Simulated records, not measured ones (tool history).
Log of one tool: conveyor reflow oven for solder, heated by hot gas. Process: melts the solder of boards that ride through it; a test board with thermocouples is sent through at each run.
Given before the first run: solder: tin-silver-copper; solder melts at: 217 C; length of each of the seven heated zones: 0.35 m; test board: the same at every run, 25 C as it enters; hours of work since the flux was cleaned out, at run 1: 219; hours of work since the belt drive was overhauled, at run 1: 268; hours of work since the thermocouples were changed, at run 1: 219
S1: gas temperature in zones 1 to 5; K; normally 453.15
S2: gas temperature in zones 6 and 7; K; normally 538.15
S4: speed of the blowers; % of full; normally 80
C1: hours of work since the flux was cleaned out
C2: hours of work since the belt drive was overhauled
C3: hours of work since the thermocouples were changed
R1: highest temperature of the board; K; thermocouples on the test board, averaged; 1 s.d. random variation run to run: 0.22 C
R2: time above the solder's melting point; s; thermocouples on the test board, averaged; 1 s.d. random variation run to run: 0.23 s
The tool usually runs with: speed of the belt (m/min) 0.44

run 1 hour=0 | S1=453.15 S2=538.15 speed_of_the_belt_(m/min)=0.44 S4=80 | C1=219 C2=268 C3=219 | R1=526.95 R2=77.1
run 2 hour=75.5 | S1=453.15 S2=540.15 speed_of_the_belt_(m/min)=0.44 S4=80 | C1=254 C2=303 C3=254 | R1=528.45 R2=78.5
run 3 hour=159.3 | S1=453.15 S2=540.15 speed_of_the_belt_(m/min)=0.44 S4=80 | C1=292 C2=341 C3=292 | R1=528.25 R2=78.1
run 4 hour=199.5 | S1=453.15 S2=538.15 speed_of_the_belt_(m/min)=0.44 S4=80 | C1=310 C2=359 C3=310 | R1=526.05 R2=76.5
run 5 hour=276.5 | S1=453.15 S2=538.15 speed_of_the_belt_(m/min)=0.44 S4=80 | C1=345 C2=394 C3=345 | R1=525.75 R2=75.9
run 6 hour=323.3 | S1=453.15 S2=538.15 speed_of_the_belt_(m/min)=0.44 S4=80 | C1=366 C2=415 C3=366 | R1=525.65 R2=76.4
run 7 hour=379.5 | S1=453.15 S2=538.15 speed_of_the_belt_(m/min)=0.44 S4=80 | C1=391 C2=440 C3=391 | R1=525.15 R2=75.6
run 8 hour=441.6 | S1=453.15 S2=538.15 speed_of_the_belt_(m/min)=0.44 S4=55 | C1=419 C2=468 C3=419 | R1=521.55 R2=71.1
run 9 hour=493.7 | S1=453.15 S2=538.15 speed_of_the_belt_(m/min)=0.44 S4=55 | C1=443 C2=492 C3=443 | R1=521.55 R2=71.3
-- hour=503.4 flux residue cleaned out of gas plates and filters
run 10 hour=578.5 | S1=453.15 S2=538.15 speed_of_the_belt_(m/min)=0.44 S4=55 | C1=34 C2=528 C3=479 | R1=519.65 R2=68.6
run 11 hour=628.9 | S1=453.15 S2=538.15 speed_of_the_belt_(m/min)=0.44 S4=80 | C1=57 C2=551 C3=502 | R1=522.45 R2=72.7
run 12 hour=665.5 | S1=453.15 S2=538.15 speed_of_the_belt_(m/min)=0.44 S4=80 | C1=73 C2=568 C3=519 | R1=522.05 R2=72.7
run 13 hour=718.3 | S1=453.15 S2=538.15 speed_of_the_belt_(m/min)=0.44 S4=80 | C1=97 C2=591 C3=542 | R1=522.15 R2=72.4
-- hour=734.5 flux residue cleaned out of gas plates and filters, once more
run 14 hour=784.6 | S1=448.15 S2=538.15 speed_of_the_belt_(m/min)=0.44 S4=80 | C1=23 C2=619 C3=570 | R1=526.95 R2=75.9
run 15 hour=836.9 | S1=453.15 S2=538.15 speed_of_the_belt_(m/min)=0.44 S4=80 | C1=46 C2=643 C3=594 | R1=527.15 R2=78.9
run 16 hour=873.6 | S1=467.15 S2=538.15 speed_of_the_belt_(m/min)=0.516 S4=80 | C1=63 C2=660 C3=611 | R1=525.75 R2=71.9
run 17 hour=927.2 | S1=467.15 S2=538.15 speed_of_the_belt_(m/min)=0.516 S4=80 | C1=87 C2=684 C3=635 | R1=524.75 R2=71.6
run 18 hour=1003.8 | S1=467.15 S2=538.15 speed_of_the_belt_(m/min)=0.516 S4=80 | C1=122 C2=718 C3=669 | R1=524.85 R2=71.2
-- hour=1024.3 thermocouples of zones 6 and 7 changed
run 19 hour=1050.6 | S1=453.15 S2=553.15 speed_of_the_belt_(m/min)=0.44 S4=80 | C1=142 C2=739 C3=12 | R1=541.55 R2=88
run 20 hour=1088.9 | S1=453.15 S2=553.15 speed_of_the_belt_(m/min)=0.44 S4=80 | C1=160 C2=756 C3=29 | R1=541.95 R2=87.7
run 21 hour=1168.8 | S1=453.15 S2=538.15 speed_of_the_belt_(m/min)=0.44 S4=55 | C1=196 C2=792 C3=65 | R1=524.45 R2=75.2
run 22 hour=1218.8 | S1=453.15 S2=538.15 speed_of_the_belt_(m/min)=0.44 S4=55 | C1=218 C2=815 C3=88 | R1=524.15 R2=74.9
run 23 hour=1303.4 | S1=453.15 S2=538.15 speed_of_the_belt_(m/min)=0.381 S4=80 | C1=257 C2=853 C3=126 | R1=530.25 R2=95.1
run 24 hour=1380.5 | S1=453.15 S2=538.15 speed_of_the_belt_(m/min)=0.44 S4=71 | C1=292 C2=888 C3=161 | R1=525.85 R2=77.7
run 25 hour=1442.7 | S1=454.15 S2=547.15 speed_of_the_belt_(m/min)=0.44 S4=80 | C1=320 C2=916 C3=190 | R1=534.95 R2=84.5
run 26 hour=1505.9 | S1=454.15 S2=547.15 speed_of_the_belt_(m/min)=0.401 S4=80 | C1=348 C2=945 C3=218 | R1=536.65 R2=94.4
run 27 hour=1541.8 | S1=454.15 S2=547.15 speed_of_the_belt_(m/min)=0.401 S4=80 | C1=365 C2=961 C3=234 | R1=536.55 R2=94.6
run 28 hour=1595.2 | S1=461.15 S2=526.15 speed_of_the_belt_(m/min)=0.476 S4=62 | C1=389 C2=985 C3=259 | R1=512.75 R2=61.9
run 29 hour=1675 | S1=443.15 S2=526.15 speed_of_the_belt_(m/min)=0.518 S4=59 | C1=425 C2=1022 C3=295 | R1=505.35 R2=37

Predict each of these 3 candidate next runs independently; none follows another, all start after run 29:
-- hour=1725.8 flux residue cleaned out of gas plates and filters
run A hour=1759.7 | S1=451.15 S2=548.15 speed_of_the_belt_(m/min)=0.481 S4=59 | C1=15 C2=1058 C3=331 | R1=? R2=?
-- hour=1725.8 flux residue cleaned out of gas plates and filters
run B hour=1759.7 | S1=443.15 S2=526.15 speed_of_the_belt_(m/min)=0.423 S4=59 | C1=15 C2=1058 C3=331 | R1=? R2=?
-- hour=1725.8 flux residue cleaned out of gas plates and filters
run C hour=1759.7 | S1=466.15 S2=538.15 speed_of_the_belt_(m/min)=0.44 S4=80 | C1=15 C2=1058 C3=331 | R1=? R2=?

run=A R1=531.45 R2=73.5
run=B R1=514.25 R2=64.6
run=C R1=529.65 R2=88.3
Had the tool no hidden state, the same runs would have come out as:
run=A R1=531.55 R2=71.4
run=B R1=514.55 R2=62.8
run=C R1=530.05 R2=86
